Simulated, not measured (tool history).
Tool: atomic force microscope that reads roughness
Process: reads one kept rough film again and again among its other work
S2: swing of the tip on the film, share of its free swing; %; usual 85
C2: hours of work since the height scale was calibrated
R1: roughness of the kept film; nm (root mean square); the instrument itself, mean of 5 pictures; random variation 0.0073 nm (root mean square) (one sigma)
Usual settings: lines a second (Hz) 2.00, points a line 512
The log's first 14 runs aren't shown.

Run 15, hour 239.7: usual settings but S2 74 %; pictures with this tip 273; C2 346. Result: R1 1.693 nm (root mean square).
At hour 254.8: new tip fitted.
Run 16, hour 254.8: usual settings but S2 74 %; pictures with this tip 0; C2 354. Result: R1 1.703 nm (root mean square).
Run 17, hour 269.7: usual settings but lines a second (Hz) 2.30, S2 74 %; pictures with this tip 23; C2 361. Result: R1 1.676 nm (root mean square).
Run 18, hour 281.2: usual settings but points a line 1003; pictures with this tip 41; C2 366. Result: R1 1.551 nm (root mean square).
Run 19, hour 295.8: usual settings; pictures with this tip 64; C2 374. Result: R1 1.532 nm (root mean square).
Run 20, hour 321.5: usual settings; pictures with this tip 104; C2 386. Result: R1 1.530 nm (root mean square).
Run 21, hour 344.1: usual settings but points a line 667; pictures with this tip 140; C2 397. Result: R1 1.546 nm (root mean square).
Run 22, hour 357.2: usual settings but points a line 667; pictures with this tip 160; C2 403. Result: R1 1.533 nm (root mean square).
Run 23, hour 369.9: usual settings; pictures with this tip 180; C2 410. Result: R1 1.530 nm (root mean square).
Run 24, hour 396.4: usual settings; pictures with this tip 222; C2 422. Result: R1 1.530 nm (root mean square).
Run 25, hour 409.7: usual settings; pictures with this tip 243; C2 429. Result: R1 1.535 nm (root mean square).
Run 26, hour 428.8: usual settings but lines a second (Hz) 1.17, S2 68 %, points a line 542; pictures with this tip 273; C2 438. Result: R1 1.847 nm (root mean square).
Run 27, hour 442.7: usual settings but lines a second (Hz) 0.72, S2 78 %, points a line 542; pictures with this tip 295; C2 445. Result: R1 1.837 nm (root mean square).
At hour 444.6: new tip fitted.
Run 28, hour 465.8: usual settings but lines a second (Hz) 0.53, S2 78 %, points a line 882; pictures with this tip 33; C2 456. Result: R1 1.880 nm (root mean square).
Run 29, hour 481.0: usual settings but lines a second (Hz) 0.89, S2 60 %; pictures with this tip 57; C2 463. Result: R1 1.903 nm (root mean square).
Run 30, hour 502.4: usual settings but lines a second (Hz) 1.91, S2 76 %, points a line 383; pictures with this tip 90; C2 474. Result: R1 1.696 nm (root mean square).
Run 31, hour 525.3: usual settings but lines a second (Hz) 1.59, S2 57 %, points a line 284; pictures with this tip 126; C2 485. Result: R1 1.869 nm (root mean square).
Run 32, hour 545.7: usual settings but lines a second (Hz) 0.84, S2 65 %, points a line 261; pictures with this tip 158; C2 495. Result: R1 1.875 nm (root mean square).
Run 33, hour 561.5: usual settings but lines a second (Hz) 0.84, S2 65 %, points a line 261; pictures with this tip 183; C2 503. Result: R1 1.856 nm (root mean square).
Run 34, hour 584.1: usual settings but lines a second (Hz) 0.54, points a line 375; pictures with this tip 219; C2 514. Result: R1 1.817 nm (root mean square).
Run 35, hour 602.2: usual settings but S2 88 %, points a line 276; pictures with this tip 247; C2 522. Result: R1 1.463 nm (root mean square).
Run 36, hour 618.1: usual settings but lines a second (Hz) 1.33, S2 88 %, points a line 550; pictures with this tip 272; C2 530. Result: R1 1.601 nm (root mean square).
At hour 633.9: new tip fitted.
Run 37, hour 638.5: usual settings but lines a second (Hz) 3.13, S2 78 %; pictures with this tip 7; C2 540. Result: R1 1.494 nm (root mean square).
Run 38, hour 665.9: usual settings but S2 80 %; pictures with this tip 50; C2 553. Result: R1 1.619 nm (root mean square).

The next listed run, before its measurement:
Run 39, hour 690.8: usual settings but lines a second (Hz) 0.51, S2 80 %, points a line 487; pictures with this tip 89; C2 565. Result: R1 ?.

{"run 39": {"R1": 1.872}}
Without the tool's hidden state the same run would have given R1 1.875 nm (root mean square).
